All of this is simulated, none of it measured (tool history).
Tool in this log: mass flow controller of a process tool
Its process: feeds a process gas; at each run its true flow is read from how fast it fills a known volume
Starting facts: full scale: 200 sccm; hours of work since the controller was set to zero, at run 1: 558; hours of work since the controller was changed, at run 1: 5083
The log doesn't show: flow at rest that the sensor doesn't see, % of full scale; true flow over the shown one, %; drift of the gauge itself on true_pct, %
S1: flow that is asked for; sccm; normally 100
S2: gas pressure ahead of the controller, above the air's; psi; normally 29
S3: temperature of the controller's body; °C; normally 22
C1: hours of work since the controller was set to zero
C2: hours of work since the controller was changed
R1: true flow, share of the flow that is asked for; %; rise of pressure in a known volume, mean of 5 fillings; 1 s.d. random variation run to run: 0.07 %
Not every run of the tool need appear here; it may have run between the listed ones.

run	hour	S1	S2	S3	C1	C2	R1
1	0	100	29	22	558	5083	98.04
2	143.6	100	29	22	672	5197	98.24
3	323.1	100	29	22	815	5340	98.43
4	437.6	100	29	22	905	5430	98.27
5	595.9	100	29	22	1031	5556	98.47
6	727	100	29	22	1135	5660	98.5
7	836.5	100	29	22	1222	5746	98.66
8	937.7	100	29	22	1302	5827	98.79
9	1046.1	100	29	40	1388	5913	100.27
10	1183	100	29	40	1496	6021	100.4
11	1366.4	100	29	40	1642	6167	100.42
12	1500.3	100	29	40	1748	6273	100.76
13	1586.3	100	29	24	1816	6341	99.4
14	1679.1	28	29.7	33	1889	6414	98.84
15	1804.1	32	21.8	33	1989	6513	99.42
16	1961.1	32	21.8	33	2113	6638	99.48
17	2041.8	32	21.8	33	2177	6702	99.44
18	2154.9	33	22.9	30	2267	6792	99.24
19	2251.3	33	22.9	30	2343	6868	99.35
20	2411.5	130	29.3	30	2470	6995	101.05
21	2582.7	100	35.2	26	2606	7131	99.99
22	2684.1	27	29	28	2686	7211	99.23
23	2867.3	145	38.9	37	2831	7356	101.67
24	3026.2	145	38.9	37	2957	7482	101.83
25	3175.8	96	40.3	22	3076	7601	99.82

Each row is a separate what-if for the run after 25, all from the same tool condition, not one after another. Results?
A	3291.6	100	20.9	22	3168	7693	?
B	3291.6	26	36.3	22	3168	7693	?
C	3291.6	100	29	30	3168	7693	?
D	3291.6	96	40.3	25	3168	7693	?

run	R1
A	100.8
B	98.81
C	101.01
D	99.96
Without the tool's unlogged condition, the same runs would have read:
run	R1
A	98.46
B	96.55
C	98.66
D	97.64
